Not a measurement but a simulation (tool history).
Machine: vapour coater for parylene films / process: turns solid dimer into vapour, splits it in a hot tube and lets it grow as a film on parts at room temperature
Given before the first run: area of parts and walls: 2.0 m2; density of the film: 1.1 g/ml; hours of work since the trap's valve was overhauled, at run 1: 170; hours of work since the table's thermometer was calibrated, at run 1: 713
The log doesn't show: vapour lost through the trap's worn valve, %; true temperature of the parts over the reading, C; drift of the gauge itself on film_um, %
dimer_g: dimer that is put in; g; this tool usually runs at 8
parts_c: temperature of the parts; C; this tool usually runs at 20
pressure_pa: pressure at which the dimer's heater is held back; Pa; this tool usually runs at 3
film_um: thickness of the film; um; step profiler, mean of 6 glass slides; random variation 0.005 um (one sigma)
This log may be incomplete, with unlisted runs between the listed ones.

run   hour  dimer_g  parts_c  pressure_pa  hours of work since the trap's valve was overhauled  hours of work since the table's thermometer was calibrated  film_um
  1      0        8       20            3                                                  170                                                         713    2.701
  2   17.9        8       20          2.6                                                  185                                                         728    2.736
  3   41.6        8       20         7.45                                                  205                                                         747    2.519
  4   66.4        7       20            3                                                  226                                                         768    2.359
  5   78.2        7       20            3                                                  236                                                         778    2.363
  6   97.2        7       20            3                                                  252                                                         794    2.363
  7  117.9        7       20            3                                                  269                                                         811    2.372
  8  133.3        8       20            3                                                  282                                                         824    2.704
  9  152.6        8       20            3                                                  298                                                         841    2.712
 10  170.7        8       20         3.17                                                  314                                                         856    2.691
 11  182.7        8       20         3.17                                                  324                                                         866    2.693
     190.9  -- trap's valve overhauled
 12  199.3        5       20            3                                                    7                                                         876    1.697
 13  220.5        5       20            3                                                   25                                                         894    1.683
 14  239.2        5       20            3                                                   40                                                         910     1.69
 15  259.4        5       20            3                                                   57                                                         927    1.687
 16  272.5        5       20            3                                                   68                                                         938    1.694
 17  284.8        8       20          7.9                                                   79                                                         948    2.504
 18  306.4        5       20            3                                                   97                                                         966    1.693
 19    331        5       20            3                                                  117                                                         987    1.694
 20  348.1        5       20            3                                                  132                                                        1001    1.686
 21    365        5       20            3                                                  146                                                        1015    1.692
 22  377.5        5       20            3                                                  156                                                        1026    1.686
 23  397.5        5       26            3                                                  173                                                        1043     1.36
 24  421.5        5       26            3                                                  193                                                        1063    1.357
 25  434.5       13       16         2.68                                                  204                                                        1074     5.15
 26  453.8       12       27         5.81                                                  220                                                        1090    2.968
 27  477.5        6       20            3                                                  240                                                        1110     2.03
 28  494.6       13       16         4.36                                                  255                                                        1124    4.954
 29  516.3        4       16         7.95                                                  273                                                        1142     1.46
 30  534.3       11       22            3                                                  288                                                        1157    3.459
 31  546.3       11       22            3                                                  298                                                        1167    3.451
 32  565.7       11       22            3                                                  314                                                        1184    3.452
       577  -- table's thermometer calibrated
     585.1  -- trap's valve overhauled
 33  587.7       11       20            3                                                    2                                                           6    3.714
 34  608.9       11       15            3                                                   20                                                          23    4.481
 35  632.2        5       15         5.92                                                   39                                                          43     1.93
 36  643.6        5       15         5.92                                                   49                                                          53    1.938
 37  662.5        5       15         5.92                                                   65                                                          68    1.935
 38  679.5        5       15         5.92                                                   79                                                          83    1.931
 39    702        5       16         5.67                                                   98                                                         101    1.861
 40    729        5       16         5.67                                                  121                                                         124     1.87
 41  744.2        8       20            3                                                  133                                                         137      2.7
 42    756        4       27            3                                                  143                                                         147    1.049
 43  774.3        5       23         7.88                                                  159                                                         162    1.405
 44  785.7        5       26         4.73                                                  168                                                         172    1.306
 45  797.6       10       22            7                                                  178                                                         182    2.938
 46  825.4       14       16            7                                                  201                                                         205     5.14
 47  841.3       14       16            7                                                  215                                                         218    5.147

Alternative continuations, all from the tool just after run 47; predict every row:
  A   857       13       18         9.63                                                  228                                                         231        ?
  B   857        6       20        10.08                                                  228                                                         231        ?
  C   857       14       29         2.45                                                  228                                                         231        ?
  D   857       14       26            7                                                  228                                                         231        ?

run  film_um
  A    4.314
  B    1.844
  C    3.437
  D    3.544
With no hidden state in the tool, these same runs would have given:
run  film_um
  A    4.317
  B    1.845
  C    3.439
  D    3.546

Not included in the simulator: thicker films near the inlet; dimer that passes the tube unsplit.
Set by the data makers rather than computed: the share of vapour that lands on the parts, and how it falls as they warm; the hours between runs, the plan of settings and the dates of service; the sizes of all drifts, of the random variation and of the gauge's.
